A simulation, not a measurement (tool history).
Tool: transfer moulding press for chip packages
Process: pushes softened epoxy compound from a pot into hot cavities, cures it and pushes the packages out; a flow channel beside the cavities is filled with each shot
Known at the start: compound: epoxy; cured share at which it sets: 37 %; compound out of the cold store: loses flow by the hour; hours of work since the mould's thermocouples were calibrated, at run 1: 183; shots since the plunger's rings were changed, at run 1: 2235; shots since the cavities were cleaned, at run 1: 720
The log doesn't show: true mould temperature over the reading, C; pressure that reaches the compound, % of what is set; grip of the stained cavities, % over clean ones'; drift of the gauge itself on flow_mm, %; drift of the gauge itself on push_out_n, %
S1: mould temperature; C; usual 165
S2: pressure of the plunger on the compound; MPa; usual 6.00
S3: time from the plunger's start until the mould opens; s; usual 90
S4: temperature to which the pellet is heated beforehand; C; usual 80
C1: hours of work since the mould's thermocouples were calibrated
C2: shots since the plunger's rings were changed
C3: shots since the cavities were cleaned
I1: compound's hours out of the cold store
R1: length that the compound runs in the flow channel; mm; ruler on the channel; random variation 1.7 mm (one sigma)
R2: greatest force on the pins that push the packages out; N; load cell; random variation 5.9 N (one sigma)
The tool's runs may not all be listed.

run   hour   S1    S2   S3  S4   C1    C2   C3    I1    R1   R2
  1    0.0  165  6.00   90  80  183  2235  720  19.9  1019  223
  2    6.8  165  6.00   90  80  187  2326  811  19.0  1022  218
      15.4  -- cavities cleaned with cleaning compound and waxed
  3   18.7  165  6.00   90  80  194  2468   45  40.9   920  221
  4   33.0  165  6.00   90  80  203  2660  237  12.7  1051  226
  5   45.8  165  6.00   90  80  212  2832  409  24.3   996  222
  6   59.4  165  6.00   90  80  221  3016  593  21.8  1005  227
  7   67.4  165  6.00  116  80  226  3124  701   8.8  1074  187
  8   74.6  165  6.00  116  80  231  3221  798  36.4   941  189
      84.5  -- cavities cleaned with cleaning compound and waxed
  9   89.3  165  4.64   90  80  240  3399   64  39.6   813  212
 10  102.8  165  6.00   90  80  249  3581  246  20.4  1014  218
 11  112.4  162  6.00   90  80  255  3711  376  15.7  1051  264
 12  126.7  165  6.00  128  80  264  3904  569  40.8   927  182
 13  135.0  165  6.00  128  80  270  4016  681  29.5   972  189
 14  147.7  165  6.00   90  80  278  4187  852  14.7  1041  238
     153.3  -- cavities cleaned with cleaning compound and waxed
 15  161.5  165  6.00   89  80  286  4354  112  10.6  1061  216
 16  172.7  165  6.00   89  80  294  4504  262  45.9   899  212
 17  182.6  167  6.00   89  81  300  4637  395  25.4   981  207
 18  189.1  166  6.00   90  80  305  4726  484  44.4   905  206
 19  200.4  166  6.00   90  80  312  4877  635  31.8   960  206
 20  211.7  166  6.23   74  85  320  5030  788  46.6   909  296
     222.7  -- cavities cleaned with cleaning compound and waxed
 21  224.7  164  6.00   84  89  327  5185   27  40.1   924  243
 22  234.0  163  6.00   92  80  333  5310  152  38.1   942  233
     244.7  -- plunger's sealing rings changed
 23  250.8  173  5.99   90  80  343    83  346  43.8   882  183
 24  263.6  173  5.99  126  85  351   255  518  46.8   873  183
 25  270.1  165  6.00   90  72  356   342  605  40.7   924  214
 26  277.1  157  6.00  121  80  360   437  700  32.4   995  211
 27  290.4  157  6.00  121  84  369   616  879  22.9  1037  213
     294.4  -- cavities cleaned with cleaning compound and waxed
 28  302.1  165  6.00   90  90  376   754  104  29.9   970  210

5 ways to go on from here, each from the tool as it stands after run 28. What would each give?
  A  313.0  165  6.00   90  86  383  901  251  19.7   ?   ?
  B  313.0  165  6.00  101  90  383  901  251  34.7   ?   ?
  C  313.0  165  7.37   90  80  383  901  251  34.4   ?   ?
  D  313.0  166  6.00   74  88  383  901  251  39.0   ?   ?
  E  313.0  165  6.72  120  80  383  901  251  13.2   ?   ?

run    R1   R2
  A  1014  214
  B   945  190
  C  1052  209
  D   926  291
  E  1114  178
Without the tool's hidden state the same runs would have given:
run    R1   R2
  A  1014  212
  B   945  188
  C  1052  207
  D   926  288
  E  1114  176

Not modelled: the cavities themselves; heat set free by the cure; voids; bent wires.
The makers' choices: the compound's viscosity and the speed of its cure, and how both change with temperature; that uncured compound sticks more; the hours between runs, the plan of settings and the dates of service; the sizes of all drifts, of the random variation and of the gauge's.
